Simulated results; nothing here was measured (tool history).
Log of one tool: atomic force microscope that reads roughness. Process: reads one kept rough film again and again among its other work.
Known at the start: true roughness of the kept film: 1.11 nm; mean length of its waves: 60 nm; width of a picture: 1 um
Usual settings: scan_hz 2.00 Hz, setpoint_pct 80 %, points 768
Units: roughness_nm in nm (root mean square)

run	hour	scan_hz	setpoint_pct	points	roughness_nm
1	0.0	2.00	80	768	0.889
# hour 7.6: new tip fitted
2	8.5	2.00	80	768	0.900
3	15.1	2.00	80	768	0.901
4	23.3	2.00	80	768	0.900
5	34.7	2.00	80	768	0.902
6	44.7	2.00	80	768	0.898
7	56.0	2.00	80	768	0.900
8	64.3	2.00	80	768	0.898
9	72.7	2.00	80	768	0.901
10	81.1	2.00	80	768	0.899
11	92.0	1.36	80	768	0.951
12	100.3	0.78	80	768	1.010
13	113.9	2.00	80	768	0.897
14	122.0	2.00	80	768	0.897
15	130.0	2.00	80	768	0.896
16	142.0	1.02	80	768	0.986
17	148.1	1.02	80	768	0.985
18	161.1	1.02	58	768	1.063
19	172.3	1.02	58	768	1.058
20	179.3	2.00	65	768	0.996
21	189.1	2.00	65	768	0.998
22	195.6	2.00	65	768	0.997
23	210.0	1.87	80	1015	0.905
24	221.4	2.36	61	765	1.002
25	232.9	1.73	89	921	0.843
26	247.2	0.81	89	289	0.955
27	260.2	1.75	89	289	0.837
28	268.0	1.75	76	289	0.939
29	280.0	1.75	56	264	1.038
30	293.4	1.16	80	522	0.964
# hour 295.3: height scale calibrated on a step standard
31	301.7	1.60	80	768	0.923
32	308.6	1.73	79	304	0.916
33	319.7	1.73	79	304	0.918
34	330.6	2.00	77	733	0.912
# hour 338.5: height scale calibrated on a step standard, once more
35	340.2	2.00	77	733	0.915
# hour 353.6: new tip fitted
36	354.8	2.00	77	733	0.928
37	362.3	0.56	87	414	1.012
38	368.2	1.33	57	617	1.063
39	378.1	1.64	80	768	0.934
40	390.9	1.04	80	768	0.990
41	397.7	2.00	63	368	1.014
42	410.8	1.01	75	843	1.013
43	418.1	1.33	62	843	1.043

Measured less the same run without the tool's hidden state. The same run-to-run variation is in both; the gauge's scatter may not be:
The hidden state here: radius of the tip, nm; height scale over the true one, %; drift of the gauge itself on roughness_nm, %.
run	roughness_nm
1	-0.013
2	-0.001
3	-0.002
4	-0.003
5	-0.003
6	-0.003
7	-0.003
8	-0.004
9	-0.004
10	-0.004
11	-0.005
12	-0.006
13	-0.005
14	-0.006
15	-0.007
16	-0.007
17	-0.008
18	-0.008
19	-0.009
20	-0.009
21	-0.010
22	-0.009
23	-0.009
24	-0.011
25	-0.009
26	-0.011
27	-0.010
28	-0.012
29	-0.014
30	-0.013
31	-0.014
32	-0.014
33	-0.015
34	-0.015
35	-0.011
36	+0.001
37	+0.000
38	+0.000
39	-0.001
40	-0.001
41	-0.001
42	-0.002
43	-0.003
